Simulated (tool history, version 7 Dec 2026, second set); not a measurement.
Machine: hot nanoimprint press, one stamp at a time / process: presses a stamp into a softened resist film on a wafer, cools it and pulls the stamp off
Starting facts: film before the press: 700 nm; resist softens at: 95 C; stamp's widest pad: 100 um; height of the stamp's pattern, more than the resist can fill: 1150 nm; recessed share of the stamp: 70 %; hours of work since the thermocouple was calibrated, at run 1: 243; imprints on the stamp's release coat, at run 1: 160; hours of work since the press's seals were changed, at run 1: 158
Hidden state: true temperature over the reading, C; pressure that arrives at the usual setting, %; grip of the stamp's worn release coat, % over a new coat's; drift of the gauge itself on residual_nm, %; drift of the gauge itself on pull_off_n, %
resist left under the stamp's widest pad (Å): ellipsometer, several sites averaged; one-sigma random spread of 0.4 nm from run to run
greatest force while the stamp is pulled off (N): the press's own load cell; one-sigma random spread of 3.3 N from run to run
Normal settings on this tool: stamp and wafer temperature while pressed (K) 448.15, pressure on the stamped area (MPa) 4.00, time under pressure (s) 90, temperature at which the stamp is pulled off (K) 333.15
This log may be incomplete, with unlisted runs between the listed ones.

run	hour	stamp and wafer temperature while pressed (K)	pressure on the stamped area (MPa)	time under pressure (s)	temperature at which the stamp is pulled off (K)	hours of work since the thermocouple was calibrated	imprints on the stamp's release coat	hours of work since the press's seals were changed	resist left under the stamp's widest pad (Å)	greatest force while the stamp is pulled off (N)
1	0.0	448.15	4.00	90	333.15	243	160	158	4127	204
2	12.5	448.15	4.00	90	340.15	248	186	163	4131	181
3	17.8	448.15	4.00	90	340.15	250	197	165	4120	178
4	27.8	448.15	4.00	90	333.15	254	218	169	4136	211
5	34.6	448.15	4.00	90	333.15	257	232	172	4120	209
6	41.7	448.15	4.00	90	333.15	260	247	175	4123	210
7	49.8	448.15	4.00	90	333.15	263	264	178	4118	204
8	62.7	448.15	4.00	90	322.15	269	291	184	4118	254
9	68.6	448.15	6.32	90	333.15	271	303	186	3405	211
10	74.7	448.15	6.32	90	333.15	274	316	188	3401	211
11	80.0	448.15	6.32	90	333.15	276	327	191	3401	212
12	85.9	448.15	4.00	90	333.15	278	339	193	4115	201
13	91.6	449.15	5.68	118	329.15	281	351	195	3163	226
# hour 95.2: plate thermocouple calibrated
14	106.3	451.15	5.09	146	333.15	5	376	200	2881	211
15	117.6	451.15	4.01	146	339.15	9	399	205	3225	182
16	126.7	440.15	4.00	120	323.15	13	418	209	4445	256
17	132.1	440.15	4.00	120	323.15	15	430	211	4451	263
18	139.9	440.15	5.92	60	323.15	18	446	214	4691	253
19	151.0	450.15	4.00	65	320.15	23	469	219	4310	270

What does the tool deliver on the next run?
# hour 159.8: plate thermocouple calibrated, once more
20	165.9	437.15	4.00	65	320.15	2	494	223	?	?

Run 20 gave resist left under the stamp's widest pad (Å) 5585, greatest force while the stamp is pulled off (N) 273.
Minus the tool's unlogged condition, the same run would have read resist left under the stamp's widest pad (Å) 5549, greatest force while the stamp is pulled off (N) 254.
